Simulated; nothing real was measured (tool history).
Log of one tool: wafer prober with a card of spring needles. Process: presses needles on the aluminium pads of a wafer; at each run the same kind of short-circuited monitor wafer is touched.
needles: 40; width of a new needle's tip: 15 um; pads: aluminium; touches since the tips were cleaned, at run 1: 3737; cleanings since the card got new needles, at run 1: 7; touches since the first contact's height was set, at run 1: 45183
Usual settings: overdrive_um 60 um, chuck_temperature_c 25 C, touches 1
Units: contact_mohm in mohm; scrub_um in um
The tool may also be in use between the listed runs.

run	hour	overdrive_um	chuck_temperature_c	touches	touches since the tips were cleaned	cleanings since the card got new needles	touches since the first contact's height was set	contact_mohm	scrub_um
1	0	60	25	1	3737	7	45183	215	9.17
# hour 2.7: tips cleaned on abrasive film
2	5.7	60	66	1	1700	8	48378	226	9.18
# hour 12: tips cleaned on abrasive film
3	12.1	73	25	1	54	9	51917	216	11.17
4	19.3	73	25	1	4171	9	56034	213	11.16
# hour 21.2: tips cleaned on abrasive film
5	27.2	73	25	1	3400	10	60436	213	11.16
# hour 30.4: tips cleaned on abrasive film
6	31.6	73	39	1	664	11	62886	213	11.18
# hour 39.9: tips cleaned on abrasive film
7	39.9	52	61	3	0	12	67557	224	7.96
8	48.7	66	105	2	4976	12	72533	232	10.07

The next listed run, before its measurement:
# hour 49.3: tips cleaned on abrasive film
9	54	59	25	1	2675	13	75459	?	?

contact_mohm: 214 mohm
scrub_um: 9.03 um
Without the tool's hidden state the same run would have given contact_mohm 214 mohm, scrub_um 9.03 um.
